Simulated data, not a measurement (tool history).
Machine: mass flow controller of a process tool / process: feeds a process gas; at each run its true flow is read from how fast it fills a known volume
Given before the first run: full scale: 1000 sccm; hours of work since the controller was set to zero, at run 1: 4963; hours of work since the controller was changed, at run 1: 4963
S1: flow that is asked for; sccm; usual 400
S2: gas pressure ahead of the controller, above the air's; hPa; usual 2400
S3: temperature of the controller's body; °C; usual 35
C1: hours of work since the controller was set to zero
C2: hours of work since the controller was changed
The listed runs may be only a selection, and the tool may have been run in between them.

run 1 hour=0 | S1=400 S2=2400 S3=35 | C1=4963 C2=4963 | true_flow_(%)=96.01
run 2 hour=56.6 | S1=400 S2=2400 S3=35 | C1=4993 C2=4993 | true_flow_(%)=96.04
run 3 hour=132 | S1=400 S2=2400 S3=35 | C1=5032 C2=5032 | true_flow_(%)=96.03
run 4 hour=197.8 | S1=400 S2=2400 S3=35 | C1=5067 C2=5067 | true_flow_(%)=95.85
run 5 hour=257.3 | S1=400 S2=2400 S3=35 | C1=5098 C2=5098 | true_flow_(%)=95.92
run 6 hour=339.6 | S1=400 S2=2680 S3=35 | C1=5141 C2=5141 | true_flow_(%)=95.94
run 7 hour=403.6 | S1=400 S2=2400 S3=35 | C1=5174 C2=5174 | true_flow_(%)=96.06
run 8 hour=446.3 | S1=400 S2=2400 S3=35 | C1=5196 C2=5196 | true_flow_(%)=95.96
run 9 hour=531.8 | S1=400 S2=2400 S3=35 | C1=5241 C2=5241 | true_flow_(%)=95.86
run 10 hour=604.8 | S1=400 S2=2400 S3=35 | C1=5279 C2=5279 | true_flow_(%)=95.96
run 11 hour=645 | S1=400 S2=2400 S3=38 | C1=5300 C2=5300 | true_flow_(%)=95.74
run 12 hour=716.7 | S1=400 S2=1940 S3=35 | C1=5338 C2=5338 | true_flow_(%)=95.72
run 13 hour=765.8 | S1=400 S2=2400 S3=35 | C1=5363 C2=5363 | true_flow_(%)=95.86
run 14 hour=827.8 | S1=400 S2=2400 S3=35 | C1=5396 C2=5396 | true_flow_(%)=95.75
run 15 hour=902.5 | S1=400 S2=1410 S3=35 | C1=5435 C2=5435 | true_flow_(%)=95.55
run 16 hour=987.1 | S1=384 S2=2400 S3=25 | C1=5479 C2=5479 | true_flow_(%)=96.41
run 17 hour=1027.2 | S1=400 S2=2600 S3=24 | C1=5500 C2=5500 | true_flow_(%)=96.61
run 18 hour=1112.8 | S1=400 S2=2600 S3=24 | C1=5545 C2=5545 | true_flow_(%)=96.75
run 19 hour=1198.4 | S1=874 S2=2040 S3=29 | C1=5589 C2=5589 | true_flow_(%)=99.17
run 20 hour=1265.9 | S1=400 S2=1710 S3=35 | C1=5625 C2=5625 | true_flow_(%)=95.69
run 21 hour=1321.2 | S1=400 S2=1710 S3=35 | C1=5654 C2=5654 | true_flow_(%)=95.53
run 22 hour=1371.9 | S1=400 S2=2400 S3=39 | C1=5680 C2=5680 | true_flow_(%)=95.42
run 23 hour=1416.2 | S1=265 S2=1420 S3=35 | C1=5703 C2=5703 | true_flow_(%)=93.55
run 24 hour=1494.9 | S1=265 S2=1520 S3=38 | C1=5744 C2=5744 | true_flow_(%)=93.4
run 25 hour=1558.9 | S1=265 S2=1520 S3=38 | C1=5778 C2=5778 | true_flow_(%)=93.42
run 26 hour=1625.9 | S1=206 S2=2770 S3=35 | C1=5813 C2=5813 | true_flow_(%)=92.48
run 27 hour=1663.7 | S1=167 S2=2770 S3=38 | C1=5833 C2=5833 | true_flow_(%)=90.79
run 28 hour=1705.3 | S1=167 S2=2770 S3=38 | C1=5854 C2=5854 | true_flow_(%)=90.66
run 29 hour=1771.1 | S1=661 S2=1750 S3=35 | C1=5889 C2=5889 | true_flow_(%)=97.61
run 30 hour=1844 | S1=187 S2=1780 S3=29 | C1=5927 C2=5927 | true_flow_(%)=91.77

Alternative continuations, all from the tool just after run 30; predict every row:
run A hour=1901.3 | S1=115 S2=2690 S3=36 | C1=5957 C2=5957 | true_flow_(%)=?
run B hour=1901.3 | S1=897 S2=2010 S3=29 | C1=5957 C2=5957 | true_flow_(%)=?
run C hour=1901.3 | S1=101 S2=2300 S3=35 | C1=5957 C2=5957 | true_flow_(%)=?

run=A true_flow_(%)=87.18
run=B true_flow_(%)=99.37
run=C true_flow_(%)=85.61
Without the tool's hidden state the same runs would have given:
run=A true_flow_(%)=96.33
run=B true_flow_(%)=99.39
run=C true_flow_(%)=96.22
